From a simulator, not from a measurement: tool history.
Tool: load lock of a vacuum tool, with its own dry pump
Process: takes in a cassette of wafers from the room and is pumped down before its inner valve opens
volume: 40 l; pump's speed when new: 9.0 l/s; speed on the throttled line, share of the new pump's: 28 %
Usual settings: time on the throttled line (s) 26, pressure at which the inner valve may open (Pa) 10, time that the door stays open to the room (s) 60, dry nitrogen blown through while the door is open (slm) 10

run	day	time on the throttled line (s)	pressure at which the inner valve may open (Pa)	time that the door stays open to the room (s)	dry nitrogen blown through while the door is open (slm)	incoming humidity of the room's air, %	time from the closed door until the inner valve may open (s)	rise of the pressure with all valves shut (Pa/min)
1	0	26	10	60	10	44.5	60.9	0.067
2	25.512	26	10	34	10	42.5	60.1	0.057
3	46.204	26	10	34	10	48.8	60.6	0.079
4	63.896	26	10	34	10	46.5	60.4	0.086
5	87.104	26	10	34	10	44	60.5	0.089
6	111.45	26	10	34	10	44.5	61	0.1
7	129.296	26	10	34	10	45.6	60.8	0.117
8	157.692	26	10	34	10	46.5	60.8	0.14
9	170.3	26	10	34	10	45.4	61.4	0.147
10	199.071	26	10	34	10	45	61.2	0.167
11	223.708	26	10	60	10	45.3	61.8	0.2
12	244.979	26	18	60	10	46.5	58.5	0.235
13	266.55	26	18	60	10	45.2	59	0.237
14	294.688	26	18	60	10	47.2	59	0.262
15	316.442	26	18	60	10	47.7	59.3	0.282
16	345.112	26	18	60	10	49.1	59.4	0.311
17	356.892	26	18	60	10	44	58.9	0.316
18	372.562	26	10	29	10	46.8	62.4	0.326
19	396.454	28	9	50	10	41	64.4	0.355
20	414.175	26	12	60	10	41.3	61.4	0.378
21	440.575	26	16	28	10	47.6	60.2	0.395
22	464.496	26	18	60	10	46.5	59.8	0.449
23	481.233	26	18	131	37	45.5	59.4	0.465
# day 497.008: door's seal changed, seat wiped
24	507.654	26	18	131	20	47.3	60	0.067
25	526.508	26	18	131	20	43.9	60.1	0.069
26	539.058	26	10	60	11	43.9	63.5	0.059
27	565.408	26	13	60	7	45.2	62.1	0.079
28	579.983	26	13	60	7	46.6	61.9	0.088
29	601.683	15	12	60	7	42.9	54.8	0.093
30	630.425	21	10	60	8	42.5	60.4	0.099
31	648.079	26	10	90	7	43	63.4	0.136
32	673.175	26	10	90	7	42.4	64.5	0.149
33	698.808	26	8	120	10	45.5	65.2	0.174
34	714.975	42	8	60	10	48	77	0.159
35	736.196	42	8	60	10	44.4	76.6	0.168
36	751.075	17	8	123	26	47.1	59.7	0.188

Measured less the same run without the tool's hidden state. The same run-to-run variation is in both; the gauge's scatter may not be:
The hidden state here: pump's speed, % of a new pump's; leak at the door's seal, Pa l/s; drift of the gauge itself on ready_s, %; drift of the gauge itself on rise_pa_min, %.
run	time from the closed door until the inner valve may open (s)	rise of the pressure with all valves shut (Pa/min)
1	-0.2	+0.02
2	-0.1	+0.029
3	+0	+0.039
4	+0.2	+0.049
5	+0.3	+0.057
6	+0.4	+0.07
7	+0.5	+0.082
8	+0.7	+0.104
9	+0.8	+0.113
10	+0.9	+0.131
11	+1	+0.151
12	+1	+0.176
13	+1.2	+0.188
14	+1.4	+0.212
15	+1.6	+0.229
16	+1.7	+0.259
17	+1.7	+0.266
18	+1.8	+0.29
19	+2	+0.32
20	+2.1	+0.33
21	+2.1	+0.363
22	+2.3	+0.396
23	+2.4	+0.42
24	+2.6	+0.005
25	+2.6	+0.01
26	+2.9	+0.015
27	+2.9	+0.024
28	+3	+0.031
29	+3.5	+0.042
30	+3.7	+0.056
31	+3.5	+0.067
32	+3.7	+0.082
33	+4	+0.098
34	+3.6	+0.107
35	+3.8	+0.121
36	+4.7	+0.134
